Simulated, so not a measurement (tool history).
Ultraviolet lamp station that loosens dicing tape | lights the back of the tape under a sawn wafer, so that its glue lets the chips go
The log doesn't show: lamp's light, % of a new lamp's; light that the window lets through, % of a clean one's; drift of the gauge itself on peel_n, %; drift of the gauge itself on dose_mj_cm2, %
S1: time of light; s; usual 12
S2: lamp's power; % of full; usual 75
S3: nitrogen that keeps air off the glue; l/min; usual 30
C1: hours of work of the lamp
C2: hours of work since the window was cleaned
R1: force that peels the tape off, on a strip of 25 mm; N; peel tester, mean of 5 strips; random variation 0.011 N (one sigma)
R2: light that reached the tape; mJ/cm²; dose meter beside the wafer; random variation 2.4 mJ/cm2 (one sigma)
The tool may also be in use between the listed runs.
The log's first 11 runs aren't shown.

run	hour	S1	S2	S3	C1	C2	R1	R2
12	191.9	12	75	30	333	513	0.673	226
13	205.9	12	69	30	339	520	0.8	203
14	222.4	12	69	30	348	528	0.816	205
15	233.3	12	75	30	353	533	0.713	221
16	254.8	12	75	30	363	544	0.706	221
17	270.7	12	75	30	371	552	0.707	219
# hour 287.9: window cleaned of glue's vapour
18	292.4	12	75	30	382	2	0.595	232
19	306.3	12	89	30	389	9	0.416	276
20	327.5	12	75	30	399	20	0.584	236
21	345	12	75	30	408	28	0.615	233
22	362.7	12	75	30	416	37	0.588	235
23	377.5	12	75	30	424	44	0.615	234
24	398.9	12	86	59	434	55	0.288	266
25	422.9	9	63	27	446	66	1.579	145
26	446.8	8	61	27	458	78	1.973	127
27	464.6	19	87	28	466	87	0.199	418
28	483	19	87	28	476	96	0.199	415
29	500.7	7	87	10	484	105	2.415	156
30	518.6	21	75	43	493	114	0.171	400
31	540.5	7	80	40	504	124	1.347	141
32	557.1	7	80	40	512	132	1.342	141
33	576.5	13	80	26	522	142	0.544	257
34	589	6	80	30	528	148	1.934	118
35	606.6	6	80	30	536	157	1.983	115
36	627.7	6	80	25	547	167	2.226	116

The next listed run, before its measurement:
37	647	7	92	12	556	177	?	?

Run 37 gave R1 2.155 N, R2 158 mJ/cm².
Without the tool's hidden state the same run would have given R1 1.756 N, R2 184 mJ/cm².

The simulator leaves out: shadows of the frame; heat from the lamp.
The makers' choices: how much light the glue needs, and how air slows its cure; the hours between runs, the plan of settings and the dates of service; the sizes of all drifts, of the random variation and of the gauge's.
